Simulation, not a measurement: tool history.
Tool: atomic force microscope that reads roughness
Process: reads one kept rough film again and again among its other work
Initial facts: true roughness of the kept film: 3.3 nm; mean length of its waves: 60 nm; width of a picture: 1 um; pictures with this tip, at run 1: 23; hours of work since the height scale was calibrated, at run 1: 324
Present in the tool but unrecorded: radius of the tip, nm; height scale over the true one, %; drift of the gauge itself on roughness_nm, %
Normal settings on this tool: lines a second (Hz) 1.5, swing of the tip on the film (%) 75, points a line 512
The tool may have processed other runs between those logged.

run,hour,lines a second (Hz),swing of the tip on the film (%),points a line,pictures with this tip,hours of work since the height scale was calibrated,roughness of the kept film (nm (root mean square))
1,0,1.5,75,512,23,324,2.891
2,25,1.24,75,512,73,340,2.716
# hour 33.3: new tip fitted
3,47.8,1.24,75,512,30,355,2.853
# hour 78: new tip fitted
4,85.2,2.59,75,512,15,379,2.814
5,108.7,1.5,75,512,62,395,2.734
# hour 123.6: new tip fitted
6,133.3,0.91,75,512,19,410,2.957
# hour 169.5: new tip fitted
7,174.3,0.91,75,512,9,437,2.995
# hour 215.1: new tip fitted
8,219.5,1.5,59,512,9,466,3.054
9,242,1.5,75,512,54,481,2.725
# hour 260.3: new tip fitted
10,261.9,1.5,75,512,3,494,2.963
11,285.6,1.5,85,512,50,510,2.647
# hour 303.1: new tip fitted
12,330.1,1.5,85,512,55,539,2.63
# hour 345.5: new tip fitted
13,350.5,1.5,85,512,10,552,2.819
14,377.9,1.23,75,512,65,570,2.691
# hour 389.3: new tip fitted
15,398.1,2.76,64,357,18,583,2.866
# hour 433.2: new tip fitted
16,436.6,2.76,64,357,7,608,2.941
17,473.5,2.37,75,845,81,632,2.569
# hour 476.7: new tip fitted
18,505.8,0.98,86,726,58,653,2.69
# hour 521.1: new tip fitted
19,547,1.5,75,340,52,679,2.761
# hour 566.4: new tip fitted
20,580.7,2.41,77,340,28,701,2.748
# hour 611.5: new tip fitted
21,617.6,3.77,78,495,12,725,2.599
22,644.9,0.56,88,297,67,743,2.722
# hour 654.9: new tip fitted
23,673.3,1.16,73,297,37,762,2.856
# hour 700.4: new tip fitted
24,706.2,2.67,87,297,12,783,2.575
# hour 742.9: new tip fitted
25,754.9,2.67,87,297,24,815,2.522
# hour 787.8: new tip fitted
26,798.1,2.67,87,297,20,843,2.556
27,820.9,0.81,67,357,66,858,2.796

Below are 3 alternative next runs, each starting from the tool's condition after run 27. Predict each:
# hour 832.6: new tip fitted
A,859,1.46,67,454,52,882,?
# hour 832.6: new tip fitted
B,859,1.5,89,512,52,882,?
# hour 832.6: new tip fitted
C,859,3.4,75,512,52,882,?

run,roughness of the kept film (nm (root mean square))
A,2.783
B,2.602
C,2.562
Without the tool's hidden state the same runs would have given:
run,roughness of the kept film (nm (root mean square))
A,3.043
B,2.845
C,2.801
